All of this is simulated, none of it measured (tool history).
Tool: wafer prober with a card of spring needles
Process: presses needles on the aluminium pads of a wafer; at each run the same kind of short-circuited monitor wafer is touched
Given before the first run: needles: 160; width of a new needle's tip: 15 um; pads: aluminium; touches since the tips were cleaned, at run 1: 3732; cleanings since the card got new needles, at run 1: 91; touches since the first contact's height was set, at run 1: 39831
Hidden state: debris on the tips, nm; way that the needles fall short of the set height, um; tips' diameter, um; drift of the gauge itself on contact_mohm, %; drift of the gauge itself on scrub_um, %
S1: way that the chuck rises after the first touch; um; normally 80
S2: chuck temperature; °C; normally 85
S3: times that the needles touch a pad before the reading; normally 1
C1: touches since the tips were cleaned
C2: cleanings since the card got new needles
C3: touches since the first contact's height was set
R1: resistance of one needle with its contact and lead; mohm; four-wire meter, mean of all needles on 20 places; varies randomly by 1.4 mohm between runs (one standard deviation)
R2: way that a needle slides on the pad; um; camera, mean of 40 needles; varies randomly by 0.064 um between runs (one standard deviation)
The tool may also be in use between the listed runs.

{"run": 1, "hour": 0.0, "S1": 80, "S2": 85, "S3": 1, "C1": 3732, "C2": 91, "C3": 39831, "R1": 126, "R2": 19.59}
{"hour": 6.0, "done": "tips cleaned on abrasive film"}
{"hour": 17.8, "done": "tips cleaned on abrasive film"}
{"hour": 29.7, "done": "tips cleaned on abrasive film"}
{"hour": 41.5, "done": "tips cleaned on abrasive film"}
{"hour": 56.2, "done": "tips cleaned on abrasive film"}
{"hour": 69.0, "done": "tips cleaned on abrasive film"}
{"run": 2, "hour": 69.0, "S1": 80, "S2": 85, "S3": 1, "C1": 0, "C2": 97, "C3": 69842, "R1": 127, "R2": 19.57}
{"hour": 83.7, "done": "tips cleaned on abrasive film"}
{"hour": 95.6, "done": "tips cleaned on abrasive film"}
{"hour": 107.4, "done": "tips cleaned on abrasive film"}
{"run": 3, "hour": 112.1, "S1": 80, "S2": 85, "S3": 2, "C1": 2046, "C2": 100, "C3": 88647, "R1": 128, "R2": 19.62}
{"hour": 121.0, "done": "tips cleaned on abrasive film"}
{"hour": 132.9, "done": "tips cleaned on abrasive film"}
{"hour": 147.6, "done": "tips cleaned on abrasive film"}
{"run": 4, "hour": 156.2, "S1": 80, "S2": 85, "S3": 1, "C1": 3759, "C2": 103, "C3": 107878, "R1": 130, "R2": 19.52}
{"hour": 162.2, "done": "tips cleaned on abrasive film"}
{"hour": 176.9, "done": "tips cleaned on abrasive film"}
{"hour": 191.7, "done": "tips cleaned on abrasive film"}
{"run": 5, "hour": 197.2, "S1": 80, "S2": 82, "S3": 1, "C1": 2421, "C2": 106, "C3": 125743, "R1": 125, "R2": 19.65}
{"hour": 206.1, "done": "tips cleaned on abrasive film"}
{"hour": 218.0, "done": "tips cleaned on abrasive film"}
{"hour": 229.8, "done": "tips cleaned on abrasive film"}
{"hour": 244.5, "done": "tips cleaned on abrasive film"}
{"hour": 259.3, "done": "tips cleaned on abrasive film"}
{"run": 6, "hour": 262.3, "S1": 80, "S2": 62, "S3": 1, "C1": 1312, "C2": 111, "C3": 154086, "R1": 120, "R2": 19.68}
{"hour": 271.1, "done": "tips cleaned on abrasive film"}
{"hour": 285.8, "done": "tips cleaned on abrasive film"}
{"hour": 300.6, "done": "tips cleaned on abrasive film"}
{"run": 7, "hour": 305.2, "S1": 80, "S2": 62, "S3": 1, "C1": 2015, "C2": 114, "C3": 172806, "R1": 122, "R2": 19.62}
{"hour": 314.1, "done": "tips cleaned on abrasive film"}
{"hour": 325.9, "done": "tips cleaned on abrasive film"}
{"hour": 340.7, "done": "tips cleaned on abrasive film"}
{"hour": 352.5, "done": "tips cleaned on abrasive film"}
{"hour": 365.4, "done": "tips cleaned on abrasive film"}
{"run": 8, "hour": 365.4, "S1": 78, "S2": 85, "S3": 1, "C1": 0, "C2": 119, "C3": 198994, "R1": 128, "R2": 19.13}
{"hour": 377.2, "done": "tips cleaned on abrasive film"}
{"hour": 389.1, "done": "tips cleaned on abrasive film"}
{"hour": 400.9, "done": "tips cleaned on abrasive film"}
{"hour": 412.7, "done": "tips cleaned on abrasive film"}
{"run": 9, "hour": 416.4, "S1": 78, "S2": 85, "S3": 1, "C1": 1612, "C2": 123, "C3": 221234, "R1": 126, "R2": 19.22}
{"hour": 425.3, "done": "tips cleaned on abrasive film"}
{"hour": 437.2, "done": "tips cleaned on abrasive film"}
{"hour": 437.5, "done": "height of the first contact set anew"}
{"run": 10, "hour": 445.3, "S1": 78, "S2": 85, "S3": 1, "C1": 3420, "C2": 125, "C3": 3420, "R1": 128, "R2": 19.23}
{"hour": 451.2, "done": "tips cleaned on abrasive film"}
{"hour": 463.1, "done": "tips cleaned on abrasive film"}
{"hour": 474.9, "done": "tips cleaned on abrasive film"}
{"hour": 486.8, "done": "tips cleaned on abrasive film"}
{"hour": 501.5, "done": "tips cleaned on abrasive film"}
{"run": 11, "hour": 508.0, "S1": 80, "S2": 90, "S3": 1, "C1": 2848, "C2": 130, "C3": 30747, "R1": 127, "R2": 19.59}
{"hour": 514.0, "done": "tips cleaned on abrasive film"}
{"hour": 528.8, "done": "tips cleaned on abrasive film"}
{"hour": 543.6, "done": "tips cleaned on abrasive film"}
{"run": 12, "hour": 550.3, "S1": 80, "S2": 90, "S3": 1, "C1": 2958, "C2": 133, "C3": 49175, "R1": 124, "R2": 19.52}
{"hour": 556.3, "done": "tips cleaned on abrasive film"}
{"hour": 568.1, "done": "tips cleaned on abrasive film"}
{"hour": 582.9, "done": "tips cleaned on abrasive film"}
{"hour": 597.7, "done": "tips cleaned on abrasive film"}
{"run": 13, "hour": 608.6, "S1": 80, "S2": 90, "S3": 1, "C1": 4806, "C2": 137, "C3": 74611, "R1": 127, "R2": 19.68}
{"hour": 611.7, "done": "tips cleaned on abrasive film"}
{"hour": 626.4, "done": "tips cleaned on abrasive film"}
{"hour": 638.2, "done": "tips cleaned on abrasive film"}
{"run": 14, "hour": 648.5, "S1": 71, "S2": 28, "S3": 3, "C1": 4497, "C2": 140, "C3": 91968, "R1": 119, "R2": 17.43}
{"hour": 651.5, "done": "tips cleaned on abrasive film"}
{"hour": 663.4, "done": "tips cleaned on abrasive film"}
{"hour": 675.2, "done": "tips cleaned on abrasive film"}
{"hour": 687.0, "done": "tips cleaned on abrasive film"}
{"run": 15, "hour": 693.7, "S1": 71, "S2": 28, "S3": 3, "C1": 2936, "C2": 144, "C3": 111663, "R1": 121, "R2": 17.41}
{"hour": 699.7, "done": "tips cleaned on abrasive film"}
{"hour": 714.5, "done": "tips cleaned on abrasive film"}
{"hour": 729.2, "done": "tips cleaned on abrasive film"}
{"run": 16, "hour": 730.7, "S1": 71, "S2": 28, "S3": 3, "C1": 634, "C2": 147, "C3": 127751, "R1": 118, "R2": 17.46}
{"hour": 742.5, "done": "tips cleaned on abrasive film"}
{"hour": 754.4, "done": "tips cleaned on abrasive film"}
{"hour": 766.2, "done": "tips cleaned on abrasive film"}
{"hour": 778.1, "done": "tips cleaned on abrasive film"}
{"run": 17, "hour": 779.2, "S1": 80, "S2": 85, "S3": 2, "C1": 511, "C2": 151, "C3": 148890, "R1": 127, "R2": 19.59}
{"hour": 791.1, "done": "tips cleaned on abrasive film"}
{"hour": 805.9, "done": "tips cleaned on abrasive film"}
{"hour": 820.5, "done": "tips cleaned on abrasive film"}
{"run": 18, "hour": 827.7, "S1": 77, "S2": 31, "S3": 3, "C1": 3127, "C2": 154, "C3": 170023, "R1": 121, "R2": 18.91}
{"hour": 833.6, "done": "tips cleaned on abrasive film"}
{"hour": 848.4, "done": "tips cleaned on abrasive film"}
{"run": 19, "hour": 857.2, "S1": 85, "S2": 34, "S3": 2, "C1": 3847, "C2": 156, "C3": 182895, "R1": 118, "R2": 20.77}
{"hour": 863.2, "done": "tips cleaned on abrasive film"}
{"hour": 878.0, "done": "tips cleaned on abrasive film"}
{"hour": 892.7, "done": "tips cleaned on abrasive film"}
{"hour": 904.6, "done": "tips cleaned on abrasive film"}
{"hour": 916.4, "done": "tips cleaned on abrasive film"}
{"run": 20, "hour": 919.5, "S1": 80, "S2": 93, "S3": 2, "C1": 1338, "C2": 161, "C3": 210019, "R1": 127, "R2": 19.59}
{"hour": 928.4, "done": "tips cleaned on abrasive film"}
{"hour": 940.3, "done": "tips cleaned on abrasive film"}
{"hour": 952.1, "done": "tips cleaned on abrasive film"}
{"hour": 964.0, "done": "tips cleaned on abrasive film"}
{"hour": 964.3, "done": "height of the first contact set anew"}
{"run": 21, "hour": 966.1, "S1": 76, "S2": 83, "S3": 2, "C1": 789, "C2": 165, "C3": 789, "R1": 129, "R2": 18.67}
{"hour": 977.9, "done": "tips cleaned on abrasive film"}
{"hour": 989.7, "done": "tips cleaned on abrasive film"}
{"hour": 1001.6, "done": "tips cleaned on abrasive film"}
{"hour": 1013.4, "done": "tips cleaned on abrasive film"}
{"run": 22, "hour": 1018.4, "S1": 95, "S2": 51, "S3": 2, "C1": 2192, "C2": 169, "C3": 23610, "R1": 118, "R2": 23.27}

Forecast run 23:
{"hour": 1027.3, "done": "tips cleaned on abrasive film"}
{"hour": 1039.2, "done": "tips cleaned on abrasive film"}
{"hour": 1051.0, "done": "tips cleaned on abrasive film"}
{"hour": 1062.9, "done": "tips cleaned on abrasive film"}
{"run": 23, "hour": 1073.2, "S1": 95, "S2": 51, "S3": 3, "C1": 4529, "C2": 173, "C3": 47477, "R1": "?", "R2": "?"}

Run 23 produced R1 118 mohm, R2 23.36 um.
On a tool with no hidden condition, and with the same random variation, this run would have come out at R1 118 mohm, R2 23.37 um.
